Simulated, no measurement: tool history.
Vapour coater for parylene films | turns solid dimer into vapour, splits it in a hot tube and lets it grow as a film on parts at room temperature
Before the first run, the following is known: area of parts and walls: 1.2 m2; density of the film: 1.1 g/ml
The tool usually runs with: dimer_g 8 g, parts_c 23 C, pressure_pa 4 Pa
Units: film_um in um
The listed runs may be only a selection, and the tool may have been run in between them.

Run 1, hour 0: usual settings. Result: film_um 3.45 um.
Run 2, hour 9.3: usual settings. Result: film_um 3.48 um.
Run 3, hour 22.7: usual settings. Result: film_um 3.44 um.
Run 4, hour 32.1: usual settings but parts_c 31 C. Result: film_um 2.52 um.
Run 5, hour 53.3: usual settings but parts_c 31 C. Result: film_um 2.55 um.
Run 6, hour 73.4: usual settings but parts_c 31 C. Result: film_um 2.53 um.
Run 7, hour 83: usual settings but parts_c 31 C. Result: film_um 2.54 um.
Run 8, hour 94: usual settings. Result: film_um 3.46 um.
Run 9, hour 103.6: usual settings but pressure_pa 2.25 Pa. Result: film_um 3.6 um.
Run 10, hour 123.4: usual settings but pressure_pa 4.47 Pa. Result: film_um 3.42 um.
Run 11, hour 133.1: usual settings but pressure_pa 2.45 Pa. Result: film_um 3.54 um.
Run 12, hour 144.5: usual settings but pressure_pa 2.45 Pa. Result: film_um 3.56 um.
Run 13, hour 160.8: usual settings but pressure_pa 2.45 Pa. Result: film_um 3.59 um.
Run 14, hour 174.6: usual settings but pressure_pa 2.45 Pa. Result: film_um 3.6 um.
Run 15, hour 190.2: usual settings but dimer_g 5 g, pressure_pa 2.45 Pa. Result: film_um 2.23 um.
Run 16, hour 210.5: usual settings but dimer_g 11 g, pressure_pa 5.54 Pa. Result: film_um 4.57 um.
Run 17, hour 225.5: usual settings but dimer_g 11 g, pressure_pa 5.54 Pa. Result: film_um 4.62 um.
Run 18, hour 242.2: usual settings but dimer_g 4 g, parts_c 17 C, pressure_pa 5.54 Pa. Result: film_um 2.13 um.
Run 19, hour 260.5: usual settings but dimer_g 3 g, parts_c 17 C, pressure_pa 4.23 Pa. Result: film_um 1.62 um.
Run 20, hour 280.5: usual settings but parts_c 26 C. Result: film_um 3.05 um.
Run 21, hour 302.3: usual settings but dimer_g 5 g, parts_c 26 C, pressure_pa 4.76 Pa. Result: film_um 1.86 um.
Run 22, hour 311.3: usual settings but dimer_g 5 g, parts_c 26 C, pressure_pa 4.76 Pa. Result: film_um 1.89 um.
Run 23, hour 330.1: usual settings but dimer_g 10 g, parts_c 26 C, pressure_pa 3.76 Pa. Result: film_um 3.85 um.
Run 24, hour 350.7: usual settings but dimer_g 12 g, parts_c 33 C. Result: film_um 3.47 um.
Run 25, hour 363.1: usual settings but dimer_g 12 g, parts_c 32 C, pressure_pa 11.48 Pa. Result: film_um 3.32 um.
Run 26, hour 383.7: usual settings but parts_c 22 C, pressure_pa 11.64 Pa. Result: film_um 3.3 um.

Pick out some run-to-run changes in film_um. Of each, how much would a tool without hidden state show as well, from the settings, what came in and chance, and how much is left for the hidden state and any gauge scatter not in both results compared?
What the log doesn't record here: vapour lost through the trap's worn valve, %; true temperature of the parts over the reading, C; drift of the gauge itself on film_um, %.
Run 15 -> 16: dimer_g 5 -> 11, pressure_pa 2.45 -> 5.54. film_um +2.34 um: hidden state -0.03, all else +2.37.
Run 17 -> 18: dimer_g 11 -> 4, parts_c 23 -> 17. film_um -2.49 um: hidden state +0.03, all else -2.52.
Run 22 -> 23: dimer_g 5 -> 10, pressure_pa 4.76 -> 3.76. film_um +1.96 um: hidden state -0.04, all else +2.
